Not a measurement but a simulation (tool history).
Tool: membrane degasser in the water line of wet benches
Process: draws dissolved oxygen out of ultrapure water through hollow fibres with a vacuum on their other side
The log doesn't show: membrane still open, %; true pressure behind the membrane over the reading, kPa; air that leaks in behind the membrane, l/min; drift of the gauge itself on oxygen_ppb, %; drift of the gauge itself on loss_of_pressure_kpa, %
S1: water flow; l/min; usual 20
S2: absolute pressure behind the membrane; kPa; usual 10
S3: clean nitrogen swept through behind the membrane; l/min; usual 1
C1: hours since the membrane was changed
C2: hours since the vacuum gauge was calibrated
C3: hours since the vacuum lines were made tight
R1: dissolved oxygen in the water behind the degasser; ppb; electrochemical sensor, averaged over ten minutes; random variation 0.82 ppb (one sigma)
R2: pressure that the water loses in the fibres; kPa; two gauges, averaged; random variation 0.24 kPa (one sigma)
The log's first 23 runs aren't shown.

{"run": 24, "hour": 2970.8, "S1": 31, "S2": 20.5, "S3": 0.71, "C1": 6346, "C2": 612, "C3": 427, "R1": 1313.9, "R2": 99.48}
{"run": 25, "hour": 3156.1, "S1": 30, "S2": 22.3, "S3": 0.67, "C1": 6531, "C2": 797, "C3": 612, "R1": 1445.5, "R2": 96.12}
{"run": 26, "hour": 3285.7, "S1": 30, "S2": 22.3, "S3": 0.67, "C1": 6660, "C2": 927, "C3": 742, "R1": 1448.3, "R2": 95.99}
{"run": 27, "hour": 3377.0, "S1": 30, "S2": 22.3, "S3": 0.67, "C1": 6752, "C2": 1018, "C3": 833, "R1": 1450.5, "R2": 96.76}
{"run": 28, "hour": 3531.9, "S1": 20, "S2": 10, "S3": 1.09, "C1": 6907, "C2": 1173, "C3": 988, "R1": 277.4, "R2": 64.27}
{"run": 29, "hour": 3675.8, "S1": 24, "S2": 7.6, "S3": 1.12, "C1": 7051, "C2": 1317, "C3": 1132, "R1": 213.4, "R2": 77.02}
{"run": 30, "hour": 3870.3, "S1": 13, "S2": 10, "S3": 1, "C1": 7245, "C2": 1511, "C3": 1327, "R1": 204.1, "R2": 41.6}
{"run": 31, "hour": 4047.6, "S1": 13, "S2": 13.7, "S3": 1, "C1": 7422, "C2": 1689, "C3": 1504, "R1": 309.4, "R2": 41.96}
{"run": 32, "hour": 4167.6, "S1": 13, "S2": 13.7, "S3": 1, "C1": 7542, "C2": 1809, "C3": 1624, "R1": 311.4, "R2": 41.48}
{"run": 33, "hour": 4280.9, "S1": 13, "S2": 13.7, "S3": 1, "C1": 7656, "C2": 1922, "C3": 1737, "R1": 310.6, "R2": 41.74}

3 ways to go on from here, each from the tool as it stands after run 33. What would each give?
{"run": "A", "hour": 4402.8, "S1": 28, "S2": 6.8, "S3": 2.86, "C1": 7777, "C2": 2044, "C3": 1859, "R1": "?", "R2": "?"}
{"run": "B", "hour": 4402.8, "S1": 30, "S2": 13.7, "S3": 1, "C1": 7777, "C2": 2044, "C3": 1859, "R1": "?", "R2": "?"}
{"run": "C", "hour": 4402.8, "S1": 24, "S2": 10, "S3": 2.23, "C1": 7777, "C2": 2044, "C3": 1859, "R1": "?", "R2": "?"}

run=A R1=97.2 R2=90.85
run=B R1=644.9 R2=96.55
run=C R1=178.6 R2=77.14
Without the tool's hidden state the same runs would have given:
run=A R1=93.1 R2=88.48
run=B R1=637.3 R2=94.03
run=C R1=174.9 R2=75.13

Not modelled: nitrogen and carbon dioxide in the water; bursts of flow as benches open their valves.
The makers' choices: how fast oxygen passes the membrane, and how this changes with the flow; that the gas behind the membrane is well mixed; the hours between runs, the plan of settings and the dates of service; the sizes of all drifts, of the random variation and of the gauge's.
